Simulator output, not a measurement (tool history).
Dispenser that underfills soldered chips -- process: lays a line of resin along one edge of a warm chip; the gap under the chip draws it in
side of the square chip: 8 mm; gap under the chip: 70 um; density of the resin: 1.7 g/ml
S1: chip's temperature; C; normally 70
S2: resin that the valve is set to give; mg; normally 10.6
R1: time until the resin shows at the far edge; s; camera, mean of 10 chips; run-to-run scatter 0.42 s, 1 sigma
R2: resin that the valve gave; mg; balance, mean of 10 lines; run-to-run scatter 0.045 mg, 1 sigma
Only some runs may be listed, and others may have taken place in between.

{"run": 1, "hour": 0.0, "S1": 70, "S2": 10.6, "R1": 44.2, "R2": 10.13}
{"hour": 2.5, "done": "new syringe of resin"}
{"run": 2, "hour": 10.5, "S1": 70, "S2": 10.6, "R1": 47.4, "R2": 10.06}
{"hour": 12.0, "done": "new syringe of resin"}
{"hour": 20.8, "done": "new syringe of resin"}
{"run": 3, "hour": 21.6, "S1": 70, "S2": 10.6, "R1": 33.5, "R2": 9.86}
{"hour": 30.4, "done": "new syringe of resin"}
{"run": 4, "hour": 35.8, "S1": 70, "S2": 10.6, "R1": 42.7, "R2": 9.78}
{"hour": 39.4, "done": "new syringe of resin"}
{"hour": 48.1, "done": "new syringe of resin"}
{"hour": 51.2, "done": "dispensing valve cleaned and set on the balance"}
{"run": 5, "hour": 51.9, "S1": 70, "S2": 10.6, "R1": 38.2, "R2": 10.59}
{"hour": 57.6, "done": "new syringe of resin"}
{"run": 6, "hour": 64.5, "S1": 70, "S2": 10.6, "R1": 45.6, "R2": 10.52}
{"hour": 66.0, "done": "new syringe of resin"}
{"run": 7, "hour": 73.5, "S1": 70, "S2": 10.6, "R1": 46.0, "R2": 10.35}
{"hour": 75.2, "done": "new syringe of resin"}
{"hour": 84.0, "done": "new syringe of resin"}
{"run": 8, "hour": 86.9, "S1": 70, "S2": 10.6, "R1": 38.0, "R2": 10.33}
{"hour": 92.6, "done": "new syringe of resin"}
{"run": 9, "hour": 97.4, "S1": 70, "S2": 10.6, "R1": 41.7, "R2": 10.27}
{"hour": 102.4, "done": "new syringe of resin"}
{"hour": 111.0, "done": "new syringe of resin"}
{"run": 10, "hour": 113.2, "S1": 70, "S2": 10.6, "R1": 39.0, "R2": 10.2}
{"hour": 120.5, "done": "new syringe of resin"}
{"run": 11, "hour": 120.7, "S1": 74, "S2": 10.6, "R1": 28.3, "R2": 10.14}
{"hour": 129.4, "done": "new syringe of resin"}
{"run": 12, "hour": 135.4, "S1": 74, "S2": 10.6, "R1": 37.5, "R2": 10.02}
{"hour": 138.2, "done": "new syringe of resin"}
{"run": 13, "hour": 142.7, "S1": 74, "S2": 10.6, "R1": 34.8, "R2": 9.99}
{"hour": 147.5, "done": "new syringe of resin"}
{"run": 14, "hour": 150.8, "S1": 74, "S2": 10.6, "R1": 33.4, "R2": 9.92}
{"hour": 156.2, "done": "new syringe of resin"}
{"run": 15, "hour": 162.5, "S1": 70, "S2": 10.6, "R1": 48.0, "R2": 9.78}
{"hour": 164.6, "done": "new syringe of resin"}
{"hour": 173.1, "done": "new syringe of resin"}
{"run": 16, "hour": 176.5, "S1": 70, "S2": 10.6, "R1": 40.1, "R2": 9.78}
{"hour": 182.6, "done": "new syringe of resin"}
{"hour": 189.6, "done": "dispensing valve cleaned and set on the balance"}
{"hour": 192.6, "done": "new syringe of resin"}
{"run": 17, "hour": 194.0, "S1": 70, "S2": 10.6, "R1": 36.1, "R2": 10.5}
{"hour": 201.9, "done": "new syringe of resin"}
{"run": 18, "hour": 205.2, "S1": 81, "S2": 10.1, "R1": 22.5, "R2": 10.03}
{"hour": 210.8, "done": "new syringe of resin"}
{"run": 19, "hour": 214.8, "S1": 83, "S2": 9.4, "R1": 21.9, "R2": 9.36}
{"hour": 219.8, "done": "new syringe of resin"}
{"run": 20, "hour": 224.1, "S1": 83, "S2": 9.4, "R1": 22.8, "R2": 9.28}
{"hour": 229.4, "done": "new syringe of resin"}
{"hour": 238.7, "done": "new syringe of resin"}
{"run": 21, "hour": 238.7, "S1": 67, "S2": 12.2, "R1": 39.8, "R2": 11.85}
{"hour": 247.7, "done": "new syringe of resin"}
{"run": 22, "hour": 253.9, "S1": 62, "S2": 12.2, "R1": 68.0, "R2": 11.76}
{"hour": 256.7, "done": "new syringe of resin"}
{"hour": 266.2, "done": "new syringe of resin"}
{"run": 23, "hour": 267.8, "S1": 72, "S2": 12.7, "R1": 32.6, "R2": 12.1}
{"hour": 275.1, "done": "new syringe of resin"}
{"run": 24, "hour": 275.4, "S1": 56, "S2": 10.6, "R1": 74.6, "R2": 10.02}
{"hour": 283.9, "done": "new syringe of resin"}
{"run": 25, "hour": 285.1, "S1": 83, "S2": 10.6, "R1": 20.2, "R2": 9.96}

Forecast run 26:
{"hour": 293.1, "done": "new syringe of resin"}
{"run": 26, "hour": 300.1, "S1": 83, "S2": 9.4, "R1": "?", "R2": "?"}

Run 26 yielded R1 26.2 s, R2 8.70 mg.
Were there no unlogged condition in the tool, this run, its random variation unchanged, would have produced R1 15.4 s, R2 9.36 mg.
